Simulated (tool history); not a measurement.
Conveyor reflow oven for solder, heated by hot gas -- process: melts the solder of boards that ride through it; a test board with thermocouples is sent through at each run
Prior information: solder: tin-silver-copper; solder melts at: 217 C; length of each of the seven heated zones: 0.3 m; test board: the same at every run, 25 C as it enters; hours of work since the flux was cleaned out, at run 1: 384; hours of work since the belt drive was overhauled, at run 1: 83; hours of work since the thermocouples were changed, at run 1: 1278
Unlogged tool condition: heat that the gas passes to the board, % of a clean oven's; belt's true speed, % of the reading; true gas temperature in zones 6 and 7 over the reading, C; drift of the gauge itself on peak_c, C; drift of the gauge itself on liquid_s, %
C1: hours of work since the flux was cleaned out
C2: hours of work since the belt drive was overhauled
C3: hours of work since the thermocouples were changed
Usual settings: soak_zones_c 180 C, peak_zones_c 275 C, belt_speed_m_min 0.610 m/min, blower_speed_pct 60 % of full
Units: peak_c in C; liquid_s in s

run 1 hour=0.0 | soak_zones_c=180 peak_zones_c=275 belt_speed_m_min=0.610 blower_speed_pct=60 | C1=384 C2=83 C3=1278 | peak_c=260.9 liquid_s=50.2
run 2 hour=46.4 | soak_zones_c=180 peak_zones_c=275 belt_speed_m_min=0.610 blower_speed_pct=60 | C1=418 C2=117 C3=1312 | peak_c=260.9 liquid_s=49.9
-- hour=66.0 flux residue cleaned out of gas plates and filters
run 3 hour=122.2 | soak_zones_c=180 peak_zones_c=275 belt_speed_m_min=0.610 blower_speed_pct=63 | C1=41 C2=169 C3=1363 | peak_c=263.0 liquid_s=51.1
run 4 hour=178.7 | soak_zones_c=180 peak_zones_c=275 belt_speed_m_min=0.610 blower_speed_pct=63 | C1=82 C2=210 C3=1405 | peak_c=263.0 liquid_s=51.2
run 5 hour=243.0 | soak_zones_c=180 peak_zones_c=275 belt_speed_m_min=0.610 blower_speed_pct=63 | C1=129 C2=257 C3=1451 | peak_c=262.9 liquid_s=51.0
run 6 hour=279.2 | soak_zones_c=180 peak_zones_c=275 belt_speed_m_min=0.610 blower_speed_pct=60 | C1=155 C2=283 C3=1478 | peak_c=263.1 liquid_s=51.1
-- hour=285.8 thermocouples of zones 6 and 7 changed
run 7 hour=334.7 | soak_zones_c=180 peak_zones_c=275 belt_speed_m_min=0.610 blower_speed_pct=60 | C1=194 C2=322 C3=36 | peak_c=259.5 liquid_s=49.0
run 8 hour=398.9 | soak_zones_c=176 peak_zones_c=275 belt_speed_m_min=0.610 blower_speed_pct=60 | C1=241 C2=369 C3=83 | peak_c=258.5 liquid_s=47.9
run 9 hour=455.2 | soak_zones_c=176 peak_zones_c=275 belt_speed_m_min=0.610 blower_speed_pct=60 | C1=282 C2=410 C3=124 | peak_c=258.5 liquid_s=47.1
run 10 hour=518.0 | soak_zones_c=176 peak_zones_c=275 belt_speed_m_min=0.610 blower_speed_pct=60 | C1=328 C2=456 C3=169 | peak_c=258.1 liquid_s=47.6
run 11 hour=590.3 | soak_zones_c=176 peak_zones_c=275 belt_speed_m_min=0.610 blower_speed_pct=60 | C1=381 C2=509 C3=222 | peak_c=257.7 liquid_s=47.5
-- hour=661.1 flux residue cleaned out of gas plates and filters
run 12 hour=677.9 | soak_zones_c=176 peak_zones_c=275 belt_speed_m_min=0.610 blower_speed_pct=60 | C1=12 C2=569 C3=282 | peak_c=259.0 liquid_s=48.3
run 13 hour=737.3 | soak_zones_c=176 peak_zones_c=275 belt_speed_m_min=0.610 blower_speed_pct=60 | C1=56 C2=612 C3=326 | peak_c=259.1 liquid_s=48.3
run 14 hour=805.8 | soak_zones_c=183 peak_zones_c=275 belt_speed_m_min=0.610 blower_speed_pct=60 | C1=105 C2=662 C3=376 | peak_c=259.7 liquid_s=51.0
run 15 hour=863.1 | soak_zones_c=180 peak_zones_c=275 belt_speed_m_min=0.610 blower_speed_pct=60 | C1=147 C2=704 C3=417 | peak_c=259.9 liquid_s=50.0
run 16 hour=940.6 | soak_zones_c=180 peak_zones_c=275 belt_speed_m_min=0.610 blower_speed_pct=60 | C1=204 C2=761 C3=474 | peak_c=259.8 liquid_s=50.0
run 17 hour=988.8 | soak_zones_c=180 peak_zones_c=265 belt_speed_m_min=0.610 blower_speed_pct=62 | C1=239 C2=796 C3=509 | peak_c=251.8 liquid_s=45.8
run 18 hour=1068.2 | soak_zones_c=186 peak_zones_c=287 belt_speed_m_min=0.592 blower_speed_pct=66 | C1=297 C2=854 C3=567 | peak_c=274.6 liquid_s=58.7
run 19 hour=1115.6 | soak_zones_c=168 peak_zones_c=285 belt_speed_m_min=0.643 blower_speed_pct=78 | C1=331 C2=888 C3=602 | peak_c=270.3 liquid_s=48.8
run 20 hour=1152.5 | soak_zones_c=171 peak_zones_c=287 belt_speed_m_min=0.643 blower_speed_pct=78 | C1=358 C2=915 C3=628 | peak_c=272.9 liquid_s=50.2
run 21 hour=1194.4 | soak_zones_c=174 peak_zones_c=287 belt_speed_m_min=0.502 blower_speed_pct=78 | C1=389 C2=946 C3=659 | peak_c=279.4 liquid_s=67.6
-- hour=1255.6 flux residue cleaned out of gas plates and filters
run 22 hour=1256.0 | soak_zones_c=180 peak_zones_c=264 belt_speed_m_min=0.496 blower_speed_pct=60 | C1=0 C2=987 C3=700 | peak_c=256.8 liquid_s=60.9
run 23 hour=1338.3 | soak_zones_c=180 peak_zones_c=264 belt_speed_m_min=0.496 blower_speed_pct=60 | C1=60 C2=1047 C3=760 | peak_c=256.8 liquid_s=61.1
run 24 hour=1415.6 | soak_zones_c=176 peak_zones_c=264 belt_speed_m_min=0.623 blower_speed_pct=60 | C1=117 C2=1103 C3=817 | peak_c=250.1 liquid_s=42.7
run 25 hour=1460.8 | soak_zones_c=176 peak_zones_c=276 belt_speed_m_min=0.623 blower_speed_pct=79 | C1=150 C2=1136 C3=850 | peak_c=265.2 liquid_s=50.5
run 26 hour=1501.2 | soak_zones_c=176 peak_zones_c=278 belt_speed_m_min=0.552 blower_speed_pct=76 | C1=179 C2=1166 C3=879 | peak_c=270.1 liquid_s=59.2
run 27 hour=1580.4 | soak_zones_c=176 peak_zones_c=265 belt_speed_m_min=0.582 blower_speed_pct=76 | C1=237 C2=1224 C3=937 | peak_c=256.5 liquid_s=50.9
run 28 hour=1628.2 | soak_zones_c=189 peak_zones_c=275 belt_speed_m_min=0.497 blower_speed_pct=60 | C1=272 C2=1258 C3=972 | peak_c=267.6 liquid_s=69.0
run 29 hour=1673.4 | soak_zones_c=189 peak_zones_c=275 belt_speed_m_min=0.678 blower_speed_pct=86 | C1=305 C2=1291 C3=1005 | peak_c=265.2 liquid_s=49.9
run 30 hour=1708.0 | soak_zones_c=188 peak_zones_c=275 belt_speed_m_min=0.523 blower_speed_pct=86 | C1=330 C2=1317 C3=1030 | peak_c=270.9 liquid_s=66.9
-- hour=1716.2 belt drive overhauled, speed set with a stopwatch
run 31 hour=1754.2 | soak_zones_c=180 peak_zones_c=275 belt_speed_m_min=0.713 blower_speed_pct=60 | C1=361 C2=28 C3=1061 | peak_c=253.9 liquid_s=38.9

3 options for the next run, each taken on its own from the tool as it stands now. Forecast them:
run A hour=1792.1 | soak_zones_c=172 peak_zones_c=281 belt_speed_m_min=0.586 blower_speed_pct=60 | C1=388 C2=55 C3=1088 | peak_c=? liquid_s=?
run B hour=1792.1 | soak_zones_c=180 peak_zones_c=267 belt_speed_m_min=0.713 blower_speed_pct=60 | C1=388 C2=55 C3=1088 | peak_c=? liquid_s=?
run C hour=1792.1 | soak_zones_c=190 peak_zones_c=275 belt_speed_m_min=0.673 blower_speed_pct=60 | C1=388 C2=55 C3=1088 | peak_c=? liquid_s=?

run=A peak_c=265.0 liquid_s=51.8
run=B peak_c=248.1 liquid_s=35.8
run=C peak_c=258.0 liquid_s=46.6
Stripped of hidden state, with their random variation kept, the same runs would have yielded:
run=A peak_c=264.2 liquid_s=51.5
run=B peak_c=247.6 liquid_s=35.8
run=C peak_c=257.2 liquid_s=46.5

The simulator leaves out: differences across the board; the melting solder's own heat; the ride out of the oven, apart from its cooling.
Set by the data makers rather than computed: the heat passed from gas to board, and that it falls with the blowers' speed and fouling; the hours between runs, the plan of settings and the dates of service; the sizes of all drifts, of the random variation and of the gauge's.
